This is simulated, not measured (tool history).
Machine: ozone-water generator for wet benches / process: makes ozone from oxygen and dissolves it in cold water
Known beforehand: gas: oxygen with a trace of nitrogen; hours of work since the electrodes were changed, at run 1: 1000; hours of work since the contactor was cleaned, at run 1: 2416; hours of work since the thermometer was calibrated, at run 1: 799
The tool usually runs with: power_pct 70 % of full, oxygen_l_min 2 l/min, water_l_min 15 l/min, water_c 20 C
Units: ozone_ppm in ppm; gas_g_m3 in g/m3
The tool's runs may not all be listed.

run	day	power_pct	oxygen_l_min	water_l_min	water_c	hours of work since the electrodes were changed	hours of work since the contactor was cleaned	hours of work since the thermometer was calibrated	ozone_ppm	gas_g_m3
1	0	70	2	15	20	1000	2416	799	15.4	211.3
2	1.996	70	2	15	20	1043	2459	842	15.4	210.3
3	5.583	70	2	15	20	1120	2536	919	15.1	208.4
4	7.833	70	2	15	20	1169	2584	968	14.9	209.7
5	10.388	70	2	15	20	1224	2640	1023	15.5	210.5
# day 10.696: water thermometer calibrated
6	13.621	41	1.31	16	19	1293	2709	63	8.8	176.1
7	16.388	41	1.31	16	19	1353	2768	123	9	176
8	18.017	86	2.1	22	20	1388	2803	158	12.7	238.3
# day 18.75: water thermometer calibrated, once more
9	21.75	67	2.1	22	20	1468	2884	65	10.2	193.2
10	23.308	65	3.25	9	16	1502	2917	98	20.4	139.4

Predict each of these 4 candidate next runs independently; none follows another, all start after run 10:
A	26.871	44	2	15	12	1578	2994	175	?	?
B	26.871	58	3.25	12	16	1578	2994	175	?	?
C	26.871	70	3.25	9	16	1578	2994	175	?	?
D	26.871	65	3.25	14	16	1578	2994	175	?	?

run	ozone_ppm	gas_g_m3
A	10.9	139.4
B	15.3	127.7
C	21.4	148
D	15	141.4
With the hidden condition removed and each run's random variation left untouched, the same runs would have given:
run	ozone_ppm	gas_g_m3
A	12.2	146.7
B	17.5	137.1
C	24.7	161.1
D	17.4	153.1
